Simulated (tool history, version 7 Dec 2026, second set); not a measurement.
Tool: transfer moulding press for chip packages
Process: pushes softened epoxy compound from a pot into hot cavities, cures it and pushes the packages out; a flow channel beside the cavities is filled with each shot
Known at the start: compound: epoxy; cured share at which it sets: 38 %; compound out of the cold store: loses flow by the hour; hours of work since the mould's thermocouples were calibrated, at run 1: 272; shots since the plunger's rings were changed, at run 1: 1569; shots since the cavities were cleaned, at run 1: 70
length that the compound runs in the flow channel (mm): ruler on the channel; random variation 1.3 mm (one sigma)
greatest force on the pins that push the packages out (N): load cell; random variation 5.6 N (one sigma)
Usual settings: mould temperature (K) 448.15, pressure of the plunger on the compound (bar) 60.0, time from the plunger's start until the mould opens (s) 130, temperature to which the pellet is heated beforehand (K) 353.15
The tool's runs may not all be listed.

run,hour,mould temperature (K),pressure of the plunger on the compound (bar),time from the plunger's start until the mould opens (s),temperature to which the pellet is heated beforehand (K),hours of work since the mould's thermocouples were calibrated,shots since the plunger's rings were changed,shots since the cavities were cleaned,incoming compound's hours out of the cold store,length that the compound runs in the flow channel (mm),greatest force on the pins that push the packages out (N)
1,0.0,448.15,60.0,130,353.15,272,1569,70,45.6,815,197
2,14.0,448.15,60.0,130,353.15,281,1703,204,20.2,938,209
3,21.1,448.15,55.0,130,353.15,286,1770,271,19.5,905,221
4,29.4,448.15,60.0,124,353.15,291,1849,350,47.5,803,211
5,35.5,448.15,60.0,130,360.15,295,1907,408,32.3,877,202
6,45.0,448.15,60.0,130,360.15,301,1998,499,28.1,896,209
7,51.5,448.15,60.0,130,360.15,306,2060,561,29.8,889,201
# hour 59.4: cavities cleaned with cleaning compound and waxed
8,63.7,448.15,60.0,130,353.15,313,2161,40,43.8,823,201
9,74.3,448.15,60.0,130,353.15,320,2263,142,40.5,834,213
10,83.4,448.15,60.0,130,353.15,326,2349,228,21.2,933,216
11,91.0,444.15,60.0,167,353.15,331,2421,300,45.9,822,202
12,102.8,444.15,60.0,167,353.15,338,2534,413,38.2,860,188
13,110.8,452.15,60.0,167,353.15,344,2610,489,14.0,963,185
14,119.3,442.15,46.3,111,347.15,349,2691,570,39.3,751,332
# hour 125.8: cavities cleaned with cleaning compound and waxed
15,133.9,452.15,48.3,127,356.15,358,2816,77,16.4,854,201

Some steps in greatest force on the pins that push the packages out (N) between neighbouring runs. How much of each would the tool show without its hidden state too (settings, what came in, random variation), and how much is left for the hidden state, with any gauge scatter that isn't in both results?
The hidden state here: true mould temperature over the reading, C; pressure that reaches the compound, % of what is set; grip of the stained cavities, % over clean ones'; drift of the gauge itself on flow_mm, %; drift of the gauge itself on push_out_n, %.
Run 13 -> 14: mould temperature (K) 452.15 -> 442.15, pressure of the plunger on the compound (bar) 60.0 -> 46.3, time from the plunger's start until the mould opens (s) 167 -> 111, temperature to which the pellet is heated beforehand (K) 353.15 -> 347.15. greatest force on the pins that push the packages out (N) +147: hidden state +4, all else +143.
Run 14 -> 15: mould temperature (K) 442.15 -> 452.15, pressure of the plunger on the compound (bar) 46.3 -> 48.3, time from the plunger's start until the mould opens (s) 111 -> 127, temperature to which the pellet is heated beforehand (K) 347.15 -> 356.15, cavities cleaned with cleaning compound and waxed. greatest force on the pins that push the packages out (N) -131: hidden state -5, all else -126.
